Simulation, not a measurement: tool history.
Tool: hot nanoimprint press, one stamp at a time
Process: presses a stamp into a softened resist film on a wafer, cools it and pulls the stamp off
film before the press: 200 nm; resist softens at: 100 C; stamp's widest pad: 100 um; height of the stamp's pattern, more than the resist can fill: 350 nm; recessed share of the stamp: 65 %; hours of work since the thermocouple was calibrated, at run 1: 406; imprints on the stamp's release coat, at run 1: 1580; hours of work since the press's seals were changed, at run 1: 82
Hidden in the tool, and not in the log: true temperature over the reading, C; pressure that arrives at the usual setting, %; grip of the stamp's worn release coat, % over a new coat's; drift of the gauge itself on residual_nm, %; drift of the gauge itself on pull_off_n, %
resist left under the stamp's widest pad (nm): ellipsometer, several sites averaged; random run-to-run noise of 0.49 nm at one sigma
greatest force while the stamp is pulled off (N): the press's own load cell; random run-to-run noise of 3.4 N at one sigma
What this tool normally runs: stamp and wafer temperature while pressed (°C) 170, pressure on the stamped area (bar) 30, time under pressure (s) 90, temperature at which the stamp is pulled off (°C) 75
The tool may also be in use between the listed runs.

run,day,stamp and wafer temperature while pressed (°C),pressure on the stamped area (bar),time under pressure (s),temperature at which the stamp is pulled off (°C),hours of work since the thermocouple was calibrated,imprints on the stamp's release coat,hours of work since the press's seals were changed,resist left under the stamp's widest pad (nm),greatest force while the stamp is pulled off (N)
1,0,170,30,90,75,406,1580,82,72.8,270
2,0.746,170,30,90,75,414,1645,90,71.8,260
3,1.475,170,30.1,90,75,423,1708,99,72.5,277
# day 1.771: plate thermocouple calibrated
4,2.196,160,30,90,75,5,1759,105,127,280
5,2.912,160,30,90,75,13,1821,113,126.8,283
6,3.617,160,30,90,75,21,1883,122,126.5,285
7,4.033,170,30,90,75,26,1919,126,76.9,283
8,4.492,170,30,90,74,31,1959,131,76.7,301
# day 4.8: stamp cleaned and given a new release coat
9,5.304,170,30,90,75,37,43,138,76.3,166
10,5.788,170,37.2,90,75,43,85,143,68.7,167
11,6.546,170,36.3,90,75,51,151,152,69.9,171
12,7.129,170,30,90,75,58,201,159,76.6,180
13,7.758,175,30,148,68,65,256,166,49,199
14,8.379,176,43.8,52,64,72,310,173,56.1,210
15,8.779,176,43.8,52,64,77,345,177,56.3,216
16,9.088,176,43.8,52,64,80,371,181,55.5,214
17,9.562,176,43.8,52,64,86,413,186,55.6,220
18,10.05,181,43.8,52,80,91,455,192,43.4,178
19,10.738,158,30,90,74,99,515,200,137,200
20,11.096,164,30,90,78,103,546,204,104.2,187
21,11.454,165,30,104,76,107,576,208,92.7,194
22,12.088,161,30,104,79,114,631,215,114.6,190
23,12.754,161,30,104,79,122,689,223,114.2,190

3 options for the next run, each taken on its own from the tool as it stands now. Forecast them:
A,13.104,175,31,63,79,126,720,227,?,?
B,13.104,161,21.8,104,77,126,720,227,?,?
C,13.104,170,44.3,49,75,126,720,227,?,?

run,resist left under the stamp's widest pad (nm),greatest force while the stamp is pulled off (N)
A,66,196
B,130.6,201
C,77.1,206
With the hidden condition removed and each run's random variation left untouched, the same runs would have given:
run,resist left under the stamp's widest pad (nm),greatest force while the stamp is pulled off (N)
A,66.4,154
B,131.8,157
C,77.4,162
